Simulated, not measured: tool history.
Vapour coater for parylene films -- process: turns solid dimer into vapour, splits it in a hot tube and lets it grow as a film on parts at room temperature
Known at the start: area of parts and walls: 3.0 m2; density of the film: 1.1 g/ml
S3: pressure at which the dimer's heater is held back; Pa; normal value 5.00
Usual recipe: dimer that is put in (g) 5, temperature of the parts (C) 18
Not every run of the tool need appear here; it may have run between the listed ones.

run 1 day=0.000 | dimer_that_is_put_in_(g)=5 temperature_of_the_parts_(C)=18 S3=5.00 | thickness_of_the_film_(µm)=1.09
run 2 day=0.612 | dimer_that_is_put_in_(g)=7 temperature_of_the_parts_(C)=18 S3=5.00 | thickness_of_the_film_(µm)=1.54
run 3 day=0.888 | dimer_that_is_put_in_(g)=5 temperature_of_the_parts_(C)=18 S3=3.94 | thickness_of_the_film_(µm)=1.17
run 4 day=1.162 | dimer_that_is_put_in_(g)=5 temperature_of_the_parts_(C)=18 S3=5.00 | thickness_of_the_film_(µm)=1.09
run 5 day=1.625 | dimer_that_is_put_in_(g)=5 temperature_of_the_parts_(C)=18 S3=5.00 | thickness_of_the_film_(µm)=1.10
run 6 day=2.125 | dimer_that_is_put_in_(g)=5 temperature_of_the_parts_(C)=18 S3=5.00 | thickness_of_the_film_(µm)=1.12
run 7 day=2.775 | dimer_that_is_put_in_(g)=5 temperature_of_the_parts_(C)=18 S3=5.00 | thickness_of_the_film_(µm)=1.09
run 8 day=3.200 | dimer_that_is_put_in_(g)=5 temperature_of_the_parts_(C)=18 S3=5.00 | thickness_of_the_film_(µm)=1.07
run 9 day=3.712 | dimer_that_is_put_in_(g)=5 temperature_of_the_parts_(C)=18 S3=3.60 | thickness_of_the_film_(µm)=1.17
run 10 day=4.221 | dimer_that_is_put_in_(g)=5 temperature_of_the_parts_(C)=18 S3=2.93 | thickness_of_the_film_(µm)=1.25
run 11 day=4.688 | dimer_that_is_put_in_(g)=5 temperature_of_the_parts_(C)=18 S3=2.93 | thickness_of_the_film_(µm)=1.25
run 12 day=5.225 | dimer_that_is_put_in_(g)=3 temperature_of_the_parts_(C)=13 S3=5.22 | thickness_of_the_film_(µm)=0.70
run 13 day=5.500 | dimer_that_is_put_in_(g)=3 temperature_of_the_parts_(C)=26 S3=8.88 | thickness_of_the_film_(µm)=0.50
-- day=5.846 trap's valve overhauled
run 14 day=6.292 | dimer_that_is_put_in_(g)=3 temperature_of_the_parts_(C)=27 S3=5.00 | thickness_of_the_film_(µm)=0.56
run 15 day=6.904 | dimer_that_is_put_in_(g)=3 temperature_of_the_parts_(C)=27 S3=5.00 | thickness_of_the_film_(µm)=0.55

Estimate the outcome of run 16 from the log above:
run 16 day=7.321 | dimer_that_is_put_in_(g)=3 temperature_of_the_parts_(C)=27 S3=5.00 | thickness_of_the_film_(µm)=?

thickness of the film (µm): 0.57
With no hidden state in the tool, this same run would have given thickness of the film (µm) 0.57.

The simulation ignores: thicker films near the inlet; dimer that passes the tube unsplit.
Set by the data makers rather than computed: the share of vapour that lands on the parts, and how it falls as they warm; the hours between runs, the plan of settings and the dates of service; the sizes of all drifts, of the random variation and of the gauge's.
